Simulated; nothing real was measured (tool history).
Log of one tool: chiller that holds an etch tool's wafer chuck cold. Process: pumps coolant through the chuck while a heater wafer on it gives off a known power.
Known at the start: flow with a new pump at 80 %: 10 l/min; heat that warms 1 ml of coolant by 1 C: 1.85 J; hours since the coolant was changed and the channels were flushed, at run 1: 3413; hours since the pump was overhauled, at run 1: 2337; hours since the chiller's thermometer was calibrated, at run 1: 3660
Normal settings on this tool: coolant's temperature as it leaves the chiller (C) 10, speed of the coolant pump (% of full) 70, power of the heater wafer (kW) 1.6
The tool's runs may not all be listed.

run	hour	coolant's temperature as it leaves the chiller (C)	speed of the coolant pump (% of full)	power of the heater wafer (kW)	hours since the coolant was changed and the channels were flushed	hours since the pump was overhauled	hours since the chiller's thermometer was calibrated	chuck's temperature once it has settled (K)	how much warmer the coolant comes back (C)
1	0	10	70	1.6	3413	2337	3660	300.25	6.39
2	90.3	12	70	1.6	3503	2427	3751	302.25	6.44
3	137.3	10	70	1.6	3550	2474	3798	300.35	6.48
4	199.2	10	70	1.6	3612	2536	3860	300.55	6.46
5	268.9	10	95	1.6	3681	2606	3929	297.55	4.69
6	338.6	10	95	1.6	3751	2676	3999	297.75	4.75
7	416.7	10	70	1.6	3829	2754	4077	300.65	6.47
8	474.3	10	62	1.6	3887	2811	4135	301.75	7.4
9	532.9	10	62	1.6	3945	2870	4193	301.95	7.34
10	613.4	15	70	1.6	4026	2950	4274	305.85	6.48
11	703.9	15	70	1.6	4116	3041	4364	305.75	6.54
12	769.3	15	70	1.6	4182	3106	4430	305.75	6.57
13	861.6	10	70	1.6	4274	3199	4522	300.85	6.63
14	907.8	10	70	0.856	4320	3245	4568	292.45	3.55
15	963.7	8	70	0.856	4376	3301	4624	290.25	3.6
16	1022.2	8	70	0.856	4435	3359	4683	290.35	3.52
# hour 1036.3: chiller's thermometer calibrated
17	1110.3	8	70	0.856	4522	3446	74	291.35	3.52
18	1188.8	10	87	1.522	4600	3525	153	298.95	5.07

What will run 19 give?
19	1245.3	10	87	1.522	4657	3581	209	?	?

Logged for run 19: chuck's temperature once it has settled (K) 298.95, how much warmer the coolant comes back (C) 5.15.
Take away the tool's hidden state, keep the run-to-run variation as it was, and the same run would have given chuck's temperature once it has settled (K) 296.25, how much warmer the coolant comes back (C) 4.58.
